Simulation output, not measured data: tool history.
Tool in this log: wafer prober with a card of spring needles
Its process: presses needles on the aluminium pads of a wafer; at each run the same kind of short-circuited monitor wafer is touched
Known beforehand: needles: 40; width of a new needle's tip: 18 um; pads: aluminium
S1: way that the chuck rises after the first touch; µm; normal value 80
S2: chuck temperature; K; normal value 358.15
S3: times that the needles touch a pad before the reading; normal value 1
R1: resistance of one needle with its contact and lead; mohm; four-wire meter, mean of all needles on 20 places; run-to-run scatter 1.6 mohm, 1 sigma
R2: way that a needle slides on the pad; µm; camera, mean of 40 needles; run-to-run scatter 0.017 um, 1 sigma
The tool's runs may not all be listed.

run	day	S1	S2	S3	R1	R2
1	0.000	80	358.15	1	178	17.75
# day 0.354: tips cleaned on abrasive film
2	0.671	80	341.15	1	194	17.67
# day 0.896: tips cleaned on abrasive film
# day 1.442: tips cleaned on abrasive film
3	1.700	80	340.15	1	190	17.65
# day 1.938: tips cleaned on abrasive film
# day 2.433: tips cleaned on abrasive film
4	2.521	80	340.15	1	171	17.62
# day 3.012: tips cleaned on abrasive film
5	3.458	93	358.15	1	189	20.51
# day 3.512: tips cleaned on abrasive film
# day 4.038: tips cleaned on abrasive film
6	4.458	93	358.15	1	188	20.51
# day 4.621: tips cleaned on abrasive film
# day 4.742: height of the first contact set anew
# day 5.188: tips cleaned on abrasive film
7	5.267	93	358.15	1	161	20.82
# day 5.708: tips cleaned on abrasive film
8	6.021	65	358.15	1	212	14.52
# day 6.258: tips cleaned on abrasive film
9	6.646	80	385.15	1	198	17.85
# day 6.758: tips cleaned on abrasive film
# day 7.342: tips cleaned on abrasive film
10	7.654	80	358.15	1	196	17.80
# day 7.929: tips cleaned on abrasive film
# day 8.508: tips cleaned on abrasive film
11	8.817	80	358.15	1	193	17.80
# day 9.062: tips cleaned on abrasive film
12	9.429	80	358.15	1	197	17.75
# day 9.596: tips cleaned on abrasive film
13	9.921	80	358.15	3	165	17.73
# day 10.104: tips cleaned on abrasive film
14	10.521	80	315.15	1	193	17.73
# day 10.621: tips cleaned on abrasive film
# day 11.117: tips cleaned on abrasive film
15	11.212	80	315.15	1	169	17.70
# day 11.646: tips cleaned on abrasive film
16	11.721	64	314.15	2	166	14.07
# day 12.212: tips cleaned on abrasive film
17	12.429	80	342.15	1	182	17.66
# day 12.762: tips cleaned on abrasive film
18	13.183	99	342.15	2	169	21.88
# day 13.279: tips cleaned on abrasive film
# day 13.850: tips cleaned on abrasive film
19	13.983	78	358.15	3	162	17.12
# day 14.412: tips cleaned on abrasive film
20	14.554	78	331.15	3	160	17.12
# day 14.933: tips cleaned on abrasive film
# day 15.162: height of the first contact set anew
21	15.421	61	304.15	2	199	13.66
# day 15.504: tips cleaned on abrasive film
# day 16.054: tips cleaned on abrasive film
22	16.421	80	358.15	2	180	17.89
# day 16.592: tips cleaned on abrasive film
# day 17.129: tips cleaned on abrasive film
23	17.338	80	358.15	2	171	17.84
# day 17.712: tips cleaned on abrasive film
24	17.871	72	311.15	1	189	16.03
# day 18.283: tips cleaned on abrasive film
25	18.421	86	310.15	3	155	19.22
# day 18.783: tips cleaned on abrasive film
# day 19.304: tips cleaned on abrasive film
26	19.442	83	335.15	1	173	18.47
# day 19.838: tips cleaned on abrasive film
# day 20.392: tips cleaned on abrasive film
27	20.454	83	335.15	1	164	18.44
# day 20.975: tips cleaned on abrasive film
# day 21.508: tips cleaned on abrasive film
28	21.517	74	358.15	2	158	16.38
# day 22.071: tips cleaned on abrasive film
# day 22.562: tips cleaned on abrasive film
29	22.683	80	336.15	1	170	17.68
# day 23.083: tips cleaned on abrasive film
# day 23.675: tips cleaned on abrasive film
30	23.842	66	333.15	1	196	14.46

Each row is a separate what-if for the run after 30, all from the same tool condition, not one after another. Results?
# day 24.258: tips cleaned on abrasive film
A	24.392	79	329.15	1	?	?
# day 24.258: tips cleaned on abrasive film
B	24.392	93	358.15	2	?	?
# day 24.258: tips cleaned on abrasive film
C	24.392	74	309.15	1	?	?

run	R1	R2
A	177	17.39
B	161	20.56
C	176	16.26
With no hidden state in the tool, these same runs would have given:
run	R1	R2
A	147	17.69
B	148	20.86
C	142	16.56

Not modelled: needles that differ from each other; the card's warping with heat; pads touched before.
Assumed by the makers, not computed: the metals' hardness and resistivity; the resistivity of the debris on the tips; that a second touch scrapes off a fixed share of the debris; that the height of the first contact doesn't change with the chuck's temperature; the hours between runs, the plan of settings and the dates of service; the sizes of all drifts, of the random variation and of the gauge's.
